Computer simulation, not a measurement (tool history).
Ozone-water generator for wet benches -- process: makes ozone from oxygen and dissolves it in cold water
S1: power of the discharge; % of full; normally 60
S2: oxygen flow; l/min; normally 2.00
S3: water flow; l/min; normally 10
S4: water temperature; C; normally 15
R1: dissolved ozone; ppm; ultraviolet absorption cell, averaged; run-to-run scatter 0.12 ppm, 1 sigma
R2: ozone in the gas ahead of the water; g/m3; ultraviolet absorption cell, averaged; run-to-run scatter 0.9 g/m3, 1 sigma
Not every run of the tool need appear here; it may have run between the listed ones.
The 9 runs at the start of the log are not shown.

{"run": 10, "hour": 353.0, "S1": 60, "S2": 2.0, "S3": 10, "S4": 15, "R1": 9.7, "R2": 146.8}
{"run": 11, "hour": 404.4, "S1": 60, "S2": 2.0, "S3": 10, "S4": 19, "R1": 9.3, "R2": 147.5}
{"run": 12, "hour": 449.0, "S1": 60, "S2": 1.02, "S3": 10, "S4": 15, "R1": 8.9, "R2": 219.7}
{"run": 13, "hour": 499.7, "S1": 60, "S2": 2.0, "S3": 10, "S4": 15, "R1": 9.4, "R2": 147.5}
{"run": 14, "hour": 526.0, "S1": 60, "S2": 2.0, "S3": 10, "S4": 15, "R1": 9.8, "R2": 146.9}
{"run": 15, "hour": 567.7, "S1": 60, "S2": 2.0, "S3": 10, "S4": 15, "R1": 9.7, "R2": 145.3}
{"run": 16, "hour": 595.8, "S1": 60, "S2": 2.0, "S3": 11, "S4": 15, "R1": 8.7, "R2": 145.7}
{"hour": 650.1, "done": "contactor cleaned"}
{"run": 17, "hour": 654.4, "S1": 60, "S2": 2.0, "S3": 11, "S4": 15, "R1": 9.4, "R2": 146.7}
{"run": 18, "hour": 683.1, "S1": 60, "S2": 1.26, "S3": 10, "S4": 13, "R1": 9.9, "R2": 193.7}
{"run": 19, "hour": 710.6, "S1": 46, "S2": 2.56, "S3": 10, "S4": 15, "R1": 8.5, "R2": 104.2}
{"run": 20, "hour": 739.9, "S1": 46, "S2": 2.56, "S3": 11, "S4": 13, "R1": 8.0, "R2": 102.9}
{"run": 21, "hour": 798.3, "S1": 60, "S2": 2.33, "S3": 7, "S4": 11, "R1": 14.7, "R2": 133.5}
{"run": 22, "hour": 843.2, "S1": 80, "S2": 2.0, "S3": 10, "S4": 15, "R1": 12.7, "R2": 180.2}
{"run": 23, "hour": 886.1, "S1": 60, "S2": 2.0, "S3": 10, "S4": 14, "R1": 10.4, "R2": 146.1}
{"run": 24, "hour": 936.8, "S1": 60, "S2": 1.78, "S3": 16, "S4": 15, "R1": 6.2, "R2": 155.8}
{"run": 25, "hour": 996.0, "S1": 60, "S2": 2.91, "S3": 8, "S4": 8, "R1": 13.5, "R2": 115.6}
{"run": 26, "hour": 1056.4, "S1": 60, "S2": 2.91, "S3": 16, "S4": 8, "R1": 6.9, "R2": 115.4}
{"hour": 1065.5, "done": "water thermometer calibrated"}
{"run": 27, "hour": 1105.4, "S1": 50, "S2": 2.91, "S3": 9, "S4": 12, "R1": 10.2, "R2": 101.4}
{"run": 28, "hour": 1164.7, "S1": 78, "S2": 3.43, "S3": 14, "S4": 16, "R1": 9.0, "R2": 125.3}
{"run": 29, "hour": 1224.3, "S1": 78, "S2": 3.43, "S3": 14, "S4": 16, "R1": 9.2, "R2": 125.2}
{"run": 30, "hour": 1267.3, "S1": 78, "S2": 3.43, "S3": 14, "S4": 9, "R1": 9.6, "R2": 124.5}
{"run": 31, "hour": 1297.4, "S1": 52, "S2": 3.53, "S3": 9, "S4": 11, "R1": 10.3, "R2": 91.1}
{"run": 32, "hour": 1349.2, "S1": 52, "S2": 2.87, "S3": 9, "S4": 7, "R1": 10.9, "R2": 103.5}
{"run": 33, "hour": 1396.9, "S1": 52, "S2": 2.87, "S3": 9, "S4": 7, "R1": 11.0, "R2": 105.1}
{"run": 34, "hour": 1439.1, "S1": 54, "S2": 2.0, "S3": 10, "S4": 15, "R1": 9.4, "R2": 132.8}

What if the next run were any one of these 3? Each begins from the tool's condition after run 34:
{"run": "A", "hour": 1480.9, "S1": 47, "S2": 1.7, "S3": 10, "S4": 10, "R1": "?", "R2": "?"}
{"run": "B", "hour": 1480.9, "S1": 98, "S2": 2.72, "S3": 10, "S4": 7, "R1": "?", "R2": "?"}
{"run": "C", "hour": 1480.9, "S1": 44, "S2": 2.0, "S3": 8, "S4": 15, "R1": "?", "R2": "?"}

run=A R1=8.7 R2=133.1
run=B R1=15.4 R2=168.8
run=C R1=9.5 R2=114.7
Stripped of hidden state, with their random variation kept, the same runs would have yielded:
run=A R1=9.2 R2=138.4
run=B R1=16.9 R2=180.8
run=C R1=10.1 R2=118.9
